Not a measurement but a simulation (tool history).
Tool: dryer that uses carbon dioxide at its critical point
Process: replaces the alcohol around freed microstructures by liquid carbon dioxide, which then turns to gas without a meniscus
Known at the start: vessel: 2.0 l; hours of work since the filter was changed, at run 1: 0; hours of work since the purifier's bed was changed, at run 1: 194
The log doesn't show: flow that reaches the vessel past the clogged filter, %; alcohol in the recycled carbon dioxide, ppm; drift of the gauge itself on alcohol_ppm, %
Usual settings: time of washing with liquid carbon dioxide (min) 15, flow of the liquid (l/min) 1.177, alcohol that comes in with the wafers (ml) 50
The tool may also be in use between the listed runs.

run,hour,time of washing with liquid carbon dioxide (min),flow of the liquid (l/min),alcohol that comes in with the wafers (ml),hours of work since the filter was changed,hours of work since the purifier's bed was changed,alcohol left in the vessel before it's heated (ppm by volume)
1,0.0,15,1.177,50,0,194,84
2,32.3,15,1.177,50,18,212,111
3,85.3,15,1.177,50,48,241,116
4,131.9,15,1.177,50,74,267,122
5,163.5,15,1.177,57,91,285,140
6,203.4,15,1.177,50,114,307,145
7,255.1,15,1.177,50,142,336,158
8,302.8,15,1.177,50,169,363,172
9,348.9,15,1.177,50,195,389,181
10,396.6,15,1.177,50,222,415,209
11,419.6,15,1.177,50,234,428,205
12,443.2,15,1.177,50,248,441,205
13,478.7,24,1.160,95,267,461,156
14,520.5,24,1.160,95,291,485,170
15,559.4,24,1.160,95,312,506,176
# hour 570.6: inlet filter changed
16,592.9,15,0.970,50,12,524,281
17,637.4,18,1.120,76,37,549,209
18,689.0,18,1.120,76,66,578,222
19,731.2,23,1.177,50,90,602,203
20,773.3,22,0.770,111,113,625,331
21,805.9,22,0.770,26,131,643,254
22,841.4,11,1.177,102,151,663,722
23,880.9,10,1.177,21,173,685,396
24,919.4,9,1.010,24,195,707,735

Some steps in alcohol left in the vessel before it's heated (ppm by volume) between neighbouring runs. How much of each would the tool show without its hidden state too (settings, what came in, random variation), and how much is left for the hidden state, with any gauge scatter that isn't in both results?
Run 21 -> 22: time of washing with liquid carbon dioxide (min) 22 -> 11, flow of the liquid (l/min) 0.770 -> 1.177, alcohol that comes in with the wafers (ml) 26 -> 102. alcohol left in the vessel before it's heated (ppm by volume) +468: hidden state +158, all else +310.
Run 22 -> 23: time of washing with liquid carbon dioxide (min) 11 -> 10, alcohol that comes in with the wafers (ml) 102 -> 21. alcohol left in the vessel before it's heated (ppm by volume) -326: hidden state -101, all else -225.
Run 23 -> 24: time of washing with liquid carbon dioxide (min) 10 -> 9, flow of the liquid (l/min) 1.177 -> 1.010, alcohol that comes in with the wafers (ml) 21 -> 24. alcohol left in the vessel before it's heated (ppm by volume) +339: hidden state +100, all else +239.
